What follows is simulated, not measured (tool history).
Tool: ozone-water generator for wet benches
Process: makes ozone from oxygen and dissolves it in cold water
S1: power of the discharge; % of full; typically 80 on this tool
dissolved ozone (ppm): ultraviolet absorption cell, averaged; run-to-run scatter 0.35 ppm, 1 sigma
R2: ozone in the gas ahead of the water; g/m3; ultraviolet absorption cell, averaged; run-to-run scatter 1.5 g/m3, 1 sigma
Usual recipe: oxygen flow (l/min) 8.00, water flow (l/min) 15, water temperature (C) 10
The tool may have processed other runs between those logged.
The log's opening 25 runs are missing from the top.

run 26 hour=1110.8 | S1=67 oxygen_flow_(l/min)=8.00 water_flow_(l/min)=15 water_temperature_(C)=10 | dissolved_ozone_(ppm)=51.3 R2=260.0
run 27 hour=1169.0 | S1=80 oxygen_flow_(l/min)=11.36 water_flow_(l/min)=15 water_temperature_(C)=10 | dissolved_ozone_(ppm)=52.0 R2=231.9
run 28 hour=1230.0 | S1=80 oxygen_flow_(l/min)=11.36 water_flow_(l/min)=15 water_temperature_(C)=10 | dissolved_ozone_(ppm)=52.9 R2=232.4
run 29 hour=1288.5 | S1=59 oxygen_flow_(l/min)=8.51 water_flow_(l/min)=20 water_temperature_(C)=18 | dissolved_ozone_(ppm)=35.3 R2=234.6
run 30 hour=1330.6 | S1=80 oxygen_flow_(l/min)=5.29 water_flow_(l/min)=15 water_temperature_(C)=10 | dissolved_ozone_(ppm)=58.0 R2=359.7
run 31 hour=1359.0 | S1=49 oxygen_flow_(l/min)=9.17 water_flow_(l/min)=18 water_temperature_(C)=5 | dissolved_ozone_(ppm)=42.5 R2=201.5
run 32 hour=1408.1 | S1=49 oxygen_flow_(l/min)=9.17 water_flow_(l/min)=16 water_temperature_(C)=10 | dissolved_ozone_(ppm)=41.1 R2=203.2
run 33 hour=1455.8 | S1=84 oxygen_flow_(l/min)=9.17 water_flow_(l/min)=19 water_temperature_(C)=10 | dissolved_ozone_(ppm)=49.7 R2=272.1
run 34 hour=1500.6 | S1=84 oxygen_flow_(l/min)=9.17 water_flow_(l/min)=10 water_temperature_(C)=10 | dissolved_ozone_(ppm)=68.5 R2=268.2

3 options for the next run, each taken on its own from the tool as it stands now. Forecast them:
run A hour=1527.4 | S1=84 oxygen_flow_(l/min)=9.17 water_flow_(l/min)=13 water_temperature_(C)=10 | dissolved_ozone_(ppm)=? R2=?
run B hour=1527.4 | S1=50 oxygen_flow_(l/min)=9.17 water_flow_(l/min)=10 water_temperature_(C)=9 | dissolved_ozone_(ppm)=? R2=?
run C hour=1527.4 | S1=84 oxygen_flow_(l/min)=11.43 water_flow_(l/min)=10 water_temperature_(C)=5 | dissolved_ozone_(ppm)=? R2=?

run=A dissolved_ozone_(ppm)=60.4 R2=268.9
run=B dissolved_ozone_(ppm)=52.8 R2=205.3
run=C dissolved_ozone_(ppm)=71.9 R2=237.4
Take away the tool's hidden state, keep each run's random variation, and the runs would have read:
run=A dissolved_ozone_(ppm)=60.5 R2=269.0
run=B dissolved_ozone_(ppm)=52.9 R2=205.3
run=C dissolved_ozone_(ppm)=72.0 R2=237.5
